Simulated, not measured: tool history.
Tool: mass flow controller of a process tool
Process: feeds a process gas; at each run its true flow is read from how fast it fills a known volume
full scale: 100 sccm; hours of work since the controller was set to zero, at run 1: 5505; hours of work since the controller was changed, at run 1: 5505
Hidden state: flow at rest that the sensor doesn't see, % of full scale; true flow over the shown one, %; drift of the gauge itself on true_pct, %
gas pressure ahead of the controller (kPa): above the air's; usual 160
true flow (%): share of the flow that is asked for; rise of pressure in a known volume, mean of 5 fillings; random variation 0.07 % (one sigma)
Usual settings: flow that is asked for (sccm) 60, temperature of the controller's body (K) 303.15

run    hour  flow that is asked for (sccm)  gas pressure ahead of the controller (kPa)  temperature of the controller's body (K)  hours of work since the controller was set to zero  hours of work since the controller was changed  true flow (%)
  1     0.0                             60                                         160                                    303.15                                                5505                                            5505          98.55
  2   130.0                             60                                         160                                    303.15                                                5585                                            5585          98.59
  3   260.1                             60                                         160                                    303.15                                                5666                                            5666          98.51
  4   403.1                             11                                         160                                    303.15                                                5754                                            5754          97.44
  5   512.8                             60                                         160                                    303.15                                                5822                                            5822          98.71
  6   616.8                             60                                         160                                    303.15                                                5886                                            5886          98.66
  7   769.4                             60                                         160                                    303.15                                                5981                                            5981          98.52
  8   893.2                             60                                         222                                    303.15                                                6057                                            6057          98.98
  9  1041.4                             60                                         160                                    303.15                                                6149                                            6149          98.62
 10  1193.6                             60                                         160                                    303.15                                                6243                                            6243          98.65
 11  1305.3                             60                                         160                                    303.15                                                6312                                            6312          98.74
 12  1453.6                             60                                         160                                    303.15                                                6404                                            6404          98.63
 13  1582.1                             60                                         160                                    303.15                                                6483                                            6483          98.56
 14  1704.8                             60                                         153                                    303.15                                                6559                                            6559          98.75
 15  1794.5                             60                                         153                                    303.15                                                6614                                            6614          98.51
 16  1874.6                             60                                         153                                    303.15                                                6664                                            6664          98.62
 17  1950.5                             60                                         257                                    303.15                                                6711                                            6711          99.11
 18  2031.9                             47                                         257                                    303.15                                                6761                                            6761          98.74
 19  2163.9                             60                                         160                                    294.15                                                6843                                            6843          99.26
 20  2310.5                             60                                         160                                    294.15                                                6934                                            6934          99.15
 21  2401.2                             60                                         160                                    294.15                                                6990                                            6990          99.19
 22  2491.5                             11                                         225                                    303.15                                                7045                                            7045          97.84
 23  2555.1                             11                                         225                                    303.15                                                7085                                            7085          97.68
 24  2650.6                             11                                         242                                    297.15                                                7144                                            7144          98.22
 25  2714.3                             60                                         160                                    295.15                                                7183                                            7183          99.15
 26  2794.1                             12                                         264                                    302.15                                                7233                                            7233          98.10
 27  2888.8                             10                                         268                                    308.15                                                7291                                            7291          97.62
 28  3045.5                             18                                         192                                    311.15                                                7388                                            7388          97.42
 29  3170.8                             18                                         192                                    311.15                                                7465                                            7465          97.19
 30  3278.2                             11                                         252                                    303.15                                                7532                                            7532          98.02
 31  3358.0                             48                                         149                                    303.15                                                7581                                            7581          98.35
 32  3476.0                             60                                         160                                    300.15                                                7654                                            7654          99.00
 33  3557.5                             60                                         258                                    304.15                                                7705                                            7705          98.95
 34  3651.0                             28                                         278                                    297.15                                                7762                                            7762          98.87
 35  3759.9                             12                                         160                                    305.15                                                7830                                            7830          97.43
 36  3823.8                             10                                         271                                    303.15                                                7869                                            7869          97.91
 37  3937.5                             60                                         204                                    303.15                                                7939                                            7939          98.80
 38  4016.4                             60                                         190                                    296.15                                                7988                                            7988          99.18
 39  4108.4                             34                                         237                                    302.15                                                8045                                            8045          98.54
 40  4227.5                             34                                         174                                    304.15                                                8119                                            8119          97.95
     4273.5  -- controller exchanged for a calibrated one
 41  4383.9                             60                                         262                                    308.15                                                  68                                              68          98.95
 42  4463.7                             11                                         160                                    311.15                                                 118                                             118          97.11

How the hidden state differs across the entries between the runs, from the last listed run before each to the first after it:
Between runs 40 and 41: controller exchanged for a calibrated one (hour 4273.5)
  flow at rest that the sensor doesn't see, % of full scale: -0.009 -> -0.001; true flow over the shown one, %: 0.04 -> 0
